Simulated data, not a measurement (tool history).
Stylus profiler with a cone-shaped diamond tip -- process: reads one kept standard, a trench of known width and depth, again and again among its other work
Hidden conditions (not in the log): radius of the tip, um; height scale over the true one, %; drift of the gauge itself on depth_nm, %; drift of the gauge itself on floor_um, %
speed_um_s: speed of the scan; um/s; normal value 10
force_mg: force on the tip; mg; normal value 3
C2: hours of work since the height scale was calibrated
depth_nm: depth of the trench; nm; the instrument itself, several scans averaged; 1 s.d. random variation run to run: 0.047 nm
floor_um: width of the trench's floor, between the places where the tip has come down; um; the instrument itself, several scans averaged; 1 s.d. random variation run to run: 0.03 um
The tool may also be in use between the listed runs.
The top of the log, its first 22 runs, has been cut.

{"run": 23, "hour": 378.4, "speed_um_s": 5, "force_mg": 3, "scans with this tip": 1886, "C2": 445, "depth_nm": 101.96, "floor_um": 48.48}
{"run": 24, "hour": 402.5, "speed_um_s": 6, "force_mg": 3, "scans with this tip": 1937, "C2": 457, "depth_nm": 102.1, "floor_um": 48.47}
{"run": 25, "hour": 414.1, "speed_um_s": 6, "force_mg": 3, "scans with this tip": 1962, "C2": 463, "depth_nm": 102.03, "floor_um": 48.47}
{"run": 26, "hour": 426.3, "speed_um_s": 22, "force_mg": 4.9, "scans with this tip": 1987, "C2": 469, "depth_nm": 102.79, "floor_um": 48.4}
{"run": 27, "hour": 438.1, "speed_um_s": 3, "force_mg": 4.9, "scans with this tip": 2013, "C2": 475, "depth_nm": 102.8, "floor_um": 48.49}
{"run": 28, "hour": 462.2, "speed_um_s": 10, "force_mg": 7.64, "scans with this tip": 2064, "C2": 487, "depth_nm": 103.65, "floor_um": 48.45}
{"run": 29, "hour": 473.6, "speed_um_s": 10, "force_mg": 7.64, "scans with this tip": 2088, "C2": 492, "depth_nm": 103.59, "floor_um": 48.44}
{"run": 30, "hour": 490.0, "speed_um_s": 2, "force_mg": 4.14, "scans with this tip": 2123, "C2": 501, "depth_nm": 102.41, "floor_um": 48.48}
{"run": 31, "hour": 506.3, "speed_um_s": 6, "force_mg": 5.93, "scans with this tip": 2158, "C2": 509, "depth_nm": 103.06, "floor_um": 48.43}
{"run": 32, "hour": 530.8, "speed_um_s": 6, "force_mg": 5.93, "scans with this tip": 2210, "C2": 521, "depth_nm": 103.09, "floor_um": 48.44}
{"hour": 533.1, "done": "height scale calibrated on a step standard"}
{"run": 33, "hour": 547.7, "speed_um_s": 3, "force_mg": 1.96, "scans with this tip": 2245, "C2": 7, "depth_nm": 101.71, "floor_um": 48.44}
{"run": 34, "hour": 565.5, "speed_um_s": 7, "force_mg": 2.12, "scans with this tip": 2283, "C2": 16, "depth_nm": 101.74, "floor_um": 48.45}
{"run": 35, "hour": 580.0, "speed_um_s": 8, "force_mg": 6.92, "scans with this tip": 2313, "C2": 24, "depth_nm": 103.59, "floor_um": 48.46}
{"run": 36, "hour": 596.5, "speed_um_s": 7, "force_mg": 3.77, "scans with this tip": 2349, "C2": 32, "depth_nm": 102.42, "floor_um": 48.43}
{"run": 37, "hour": 609.4, "speed_um_s": 7, "force_mg": 3.77, "scans with this tip": 2376, "C2": 38, "depth_nm": 102.42, "floor_um": 48.46}
{"run": 38, "hour": 631.0, "speed_um_s": 10, "force_mg": 7.07, "scans with this tip": 2422, "C2": 49, "depth_nm": 103.54, "floor_um": 48.45}
{"run": 39, "hour": 645.2, "speed_um_s": 30, "force_mg": 7.48, "scans with this tip": 2452, "C2": 56, "depth_nm": 103.71, "floor_um": 48.36}
{"hour": 648.2, "done": "height scale calibrated on a step standard, once more"}
{"run": 40, "hour": 661.7, "speed_um_s": 3, "force_mg": 2.18, "scans with this tip": 2486, "C2": 7, "depth_nm": 101.53, "floor_um": 48.5}
{"run": 41, "hour": 682.5, "speed_um_s": 28, "force_mg": 2.72, "scans with this tip": 2530, "C2": 17, "depth_nm": 101.69, "floor_um": 48.27}
{"run": 42, "hour": 699.4, "speed_um_s": 28, "force_mg": 2.72, "scans with this tip": 2566, "C2": 26, "depth_nm": 101.72, "floor_um": 48.27}
{"run": 43, "hour": 713.1, "speed_um_s": 28, "force_mg": 2.72, "scans with this tip": 2595, "C2": 33, "depth_nm": 101.8, "floor_um": 48.25}
{"run": 44, "hour": 723.4, "speed_um_s": 5, "force_mg": 1.93, "scans with this tip": 2617, "C2": 38, "depth_nm": 101.35, "floor_um": 48.46}
{"run": 45, "hour": 747.1, "speed_um_s": 5, "force_mg": 1.93, "scans with this tip": 2668, "C2": 50, "depth_nm": 101.38, "floor_um": 48.42}
{"run": 46, "hour": 771.5, "speed_um_s": 6, "force_mg": 1.56, "scans with this tip": 2720, "C2": 62, "depth_nm": 101.2, "floor_um": 48.42}
{"run": 47, "hour": 788.5, "speed_um_s": 6, "force_mg": 1.56, "scans with this tip": 2756, "C2": 70, "depth_nm": 101.29, "floor_um": 48.43}

Here are 3 independent what-if runs from the current tool condition. What would each one return?
{"run": "A", "hour": 812.1, "speed_um_s": 2, "force_mg": 3.64, "scans with this tip": 2806, "C2": 82, "depth_nm": "?", "floor_um": "?"}
{"run": "B", "hour": 812.1, "speed_um_s": 4, "force_mg": 6.96, "scans with this tip": 2806, "C2": 82, "depth_nm": "?", "floor_um": "?"}
{"run": "C", "hour": 812.1, "speed_um_s": 5, "force_mg": 5.91, "scans with this tip": 2806, "C2": 82, "depth_nm": "?", "floor_um": "?"}

run=A depth_nm=102.17 floor_um=48.49
run=B depth_nm=103.4 floor_um=48.42
run=C depth_nm=102.94 floor_um=48.47
With the hidden condition removed and each run's random variation left untouched, the same runs would have given:
run=A depth_nm=102.17 floor_um=48.65
run=B depth_nm=103.39 floor_um=48.58
run=C depth_nm=102.93 floor_um=48.62
